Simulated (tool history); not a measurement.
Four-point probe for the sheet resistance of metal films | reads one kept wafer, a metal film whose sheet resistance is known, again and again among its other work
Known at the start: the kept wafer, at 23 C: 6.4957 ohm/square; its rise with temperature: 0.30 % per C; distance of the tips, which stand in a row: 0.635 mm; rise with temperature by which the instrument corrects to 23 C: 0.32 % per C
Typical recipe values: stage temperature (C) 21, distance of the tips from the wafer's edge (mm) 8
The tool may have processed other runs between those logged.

run	hour	stage temperature (C)	distance of the tips from the wafer's edge (mm)	sheet resistance as the instrument gives it (ohm/square)
1	0.0	21	8	6.476397
2	61.7	21	8	6.475286
3	98.4	21	8	6.475239
4	156.7	21	8	6.472297
5	205.7	21	8	6.470553
6	250.7	21	6	6.489847
7	319.0	21	6	6.484802
8	397.1	21	8	6.463079
9	470.4	21	8	6.462698
10	511.1	21	8	6.460756
11	552.8	21	8	6.460614
12	612.7	21	8	6.458360
13	663.6	21	8	6.456742
14	735.6	21	8	6.451935
15	775.7	21	8	6.449213
16	817.0	21	8	6.448138
17	883.5	18	8	6.452163
18	925.1	19	11	6.438043
# hour 931.6: stage's thermometer calibrated
19	991.7	19	11	6.434053
20	1066.4	32	11	6.420511
21	1120.3	20	14	6.424738
22	1190.5	22	49	6.414030
# hour 1217.7: stage's thermometer calibrated, once more
23	1237.9	23	46	6.414385
24	1291.6	32	62	6.403467
25	1374.9	31	62	6.403074
26	1447.3	29	3	6.554857
27	1522.1	20	4	6.495737
28	1594.2	21	8	6.425200
29	1653.9	25	25	6.401454
30	1723.3	31	3	6.541596
31	1779.8	28	75	6.392861
32	1821.8	28	75	6.389376
# hour 1893.7: new probe head fitted
33	1897.7	28	75	6.455599

A few steps of sheet resistance as the instrument gives it (ohm/square) between consecutive runs. Split each: what settings, incoming material and random variation would produce without the hidden state, and what is left over for the hidden state, along with gauge scatter present in only one of the two compared results (measured, and without hidden state):
The tool's hidden condition here consists of: inner tips' distance over the nominal, %; tips' flats over new ones', %; wafer's true temperature over the reading, C; drift of the gauge itself on sheet_ohm, %.
Run 25 -> 26: stage temperature (C) 31 -> 29, distance of the tips from the wafer's edge (mm) 62 -> 3. sheet resistance as the instrument gives it (ohm/square) +0.151783: hidden state -0.004239, all else +0.156022.
Run 29 -> 30: stage temperature (C) 25 -> 31, distance of the tips from the wafer's edge (mm) 25 -> 3. sheet resistance as the instrument gives it (ohm/square) +0.140142: hidden state -0.004221, all else +0.144363.
Run 30 -> 31: stage temperature (C) 31 -> 28, distance of the tips from the wafer's edge (mm) 3 -> 75. sheet resistance as the instrument gives it (ohm/square) -0.148735: hidden state +0.000281, all else -0.149016.
Run 32 -> 33: new probe head fitted. sheet resistance as the instrument gives it (ohm/square) +0.066223: hidden state +0.064909, all else +0.001314.
